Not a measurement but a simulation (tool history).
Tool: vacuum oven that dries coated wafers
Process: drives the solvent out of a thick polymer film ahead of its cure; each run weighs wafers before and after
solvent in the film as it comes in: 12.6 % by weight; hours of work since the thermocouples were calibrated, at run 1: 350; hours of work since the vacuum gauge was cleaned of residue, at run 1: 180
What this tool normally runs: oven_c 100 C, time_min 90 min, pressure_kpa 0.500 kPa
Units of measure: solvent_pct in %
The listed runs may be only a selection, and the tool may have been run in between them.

| run | hour | oven_c | time_min | pressure_kpa | hours of work since the thermocouples were calibrated | hours of work since the vacuum gauge was cleaned of residue | solvent_pct |
|---|---|---|---|---|---|---|---|
| 1 | 0.0 | 100 | 90 | 0.500 | 350 | 180 | 0.61 |
| 2 | 46.4 | 100 | 90 | 0.500 | 372 | 202 | 0.64 |
| 3 | 97.5 | 100 | 90 | 0.500 | 395 | 225 | 0.70 |
| 4 | 144.7 | 100 | 90 | 0.496 | 417 | 247 | 0.67 |
| 5 | 181.3 | 100 | 90 | 0.500 | 433 | 264 | 0.70 |
| 6 | 243.1 | 100 | 90 | 0.500 | 462 | 292 | 0.70 |
| 7 | 284.4 | 100 | 90 | 0.500 | 481 | 311 | 0.66 |
| 8 | 318.3 | 100 | 90 | 0.500 | 496 | 326 | 0.68 |
| 9 | 361.7 | 100 | 90 | 0.500 | 516 | 346 | 0.69 |
| 10 | 414.6 | 100 | 90 | 0.500 | 540 | 371 | 0.73 |
| 11 | 477.5 | 100 | 88 | 0.500 | 569 | 399 | 0.67 |
| 12 | 539.8 | 93 | 90 | 1.097 | 598 | 428 | 2.02 |
| 13 | 584.5 | 104 | 90 | 1.120 | 618 | 448 | 0.77 |
| 14 | 640.9 | 104 | 63 | 1.138 | 644 | 474 | 1.15 |
| 15 | 672.5 | 104 | 63 | 1.138 | 659 | 489 | 1.07 |
| 16 | 735.3 | 104 | 63 | 1.138 | 687 | 518 | 1.09 |
| 17 | 779.1 | 113 | 63 | 0.256 | 707 | 538 | 0.23 |
| 18 | 826.5 | 98 | 63 | 0.256 | 729 | 559 | 1.49 |
| 19 | 874.5 | 98 | 63 | 0.256 | 751 | 581 | 1.40 |
| 20 | 929.3 | 112 | 138 | 0.256 | 776 | 606 | 0.18 |
| 21 | 971.3 | 106 | 60 | 0.540 | 796 | 626 | 0.69 |
| 22 | 1010.7 | 106 | 60 | 0.540 | 814 | 644 | 0.75 |

The logged runs with the hidden state left out (each run's random variation unchanged):
Unlogged tool condition in this case: true wafer temperature over the reading, C; true pressure over the reading, kPa; drift of the gauge itself on solvent_pct, %.
| run | solvent_pct |
|---|---|
| 1 | 0.68 |
| 2 | 0.71 |
| 3 | 0.76 |
| 4 | 0.74 |
| 5 | 0.77 |
| 6 | 0.77 |
| 7 | 0.73 |
| 8 | 0.74 |
| 9 | 0.75 |
| 10 | 0.79 |
| 11 | 0.73 |
| 12 | 2.21 |
| 13 | 0.79 |
| 14 | 1.25 |
| 15 | 1.17 |
| 16 | 1.19 |
| 17 | 0.20 |
| 18 | 1.69 |
| 19 | 1.60 |
| 20 | 0.11 |
| 21 | 0.76 |
| 22 | 0.81 |

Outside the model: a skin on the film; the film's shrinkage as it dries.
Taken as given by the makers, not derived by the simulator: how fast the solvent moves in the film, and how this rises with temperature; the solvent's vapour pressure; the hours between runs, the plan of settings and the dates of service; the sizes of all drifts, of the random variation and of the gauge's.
